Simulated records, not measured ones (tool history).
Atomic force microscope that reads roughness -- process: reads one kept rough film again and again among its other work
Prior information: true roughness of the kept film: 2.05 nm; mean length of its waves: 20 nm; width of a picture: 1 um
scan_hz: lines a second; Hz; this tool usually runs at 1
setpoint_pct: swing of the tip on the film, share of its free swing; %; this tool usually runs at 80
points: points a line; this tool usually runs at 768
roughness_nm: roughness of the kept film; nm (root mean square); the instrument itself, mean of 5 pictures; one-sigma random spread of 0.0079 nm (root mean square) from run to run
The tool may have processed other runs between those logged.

run   hour  scan_hz  setpoint_pct  points  roughness_nm
  1      0        1            80     768         1.491
  2   14.4        1            80     492         1.458
  3   40.4        1            80     492         1.405
  4   60.1        1            80     492         1.361
  5   79.1        1            80     492         1.331
  6   96.8        1            80     492         1.299
  7  116.3        1            80     492          1.28
  8  137.5        1            80     492         1.236
     140.9  -- new tip fitted
  9  163.9        1            80     492         1.604
 10  190.4        1            80     492         1.543
 11    221        1            80     721         1.494
 12  240.3        1            80     721          1.43
 13  260.2        1            80     721          1.41
     262.5  -- height scale calibrated on a step standard
 14  276.1        1            80     721         1.373
 15  300.5        1            80     721         1.331
 16  323.2        1            80     721         1.317
 17  348.6        1            80     721         1.256
     363.5  -- new tip fitted
 18    369        1            80     721         1.659
 19  398.9        1            73     721         1.612
 20  411.7        1            73     721         1.575
 21    433     2.12            67     790         1.502
       451  -- height scale calibrated on a step standard, once more
 22  460.6     0.57            69     323         1.477
 23  484.9        1            80     925         1.407
 24  508.4     1.63            65     919         1.391
 25  528.9     1.63            65     919         1.356
 26  547.8     1.26            74     589         1.307
 27  561.7     1.26            62     589         1.318
 28  578.9        1            67     602         1.264
     586.1  -- new tip fitted
 29    595     2.05            67     283         1.638
 30  608.2        1            71     768         1.664
 31  625.4        1            65     970         1.629
 32  652.2     1.62            90     357          1.38
 33  676.8     2.61            61     451         1.467
 34  691.2        1            77     689         1.435
 35  716.7     0.92            80     642         1.386
 36  743.8        1            80     547         1.319
 37  766.2     1.67            80     768         1.251

How would selected steps in roughness_nm from run to run divide? Give the signed amount a tool lacking its hidden state would still show from settings, what came in and random variation, and the signed amount left for the hidden state, including any gauge scatter that is not in both of the compared results.
Hidden state present: radius of the tip, nm; height scale over the true one, %; drift of the gauge itself on roughness_nm, %.
Run 8 -> 9: new tip fitted. roughness_nm +0.368 nm (root mean square): hidden state +0.376, all else -0.008.
Run 17 -> 18: new tip fitted. roughness_nm +0.403 nm (root mean square): hidden state +0.411, all else -0.008.
Run 28 -> 29: scan_hz 1 -> 2.05, points 602 -> 283, new tip fitted. roughness_nm +0.374 nm (root mean square): hidden state +0.43, all else -0.056.
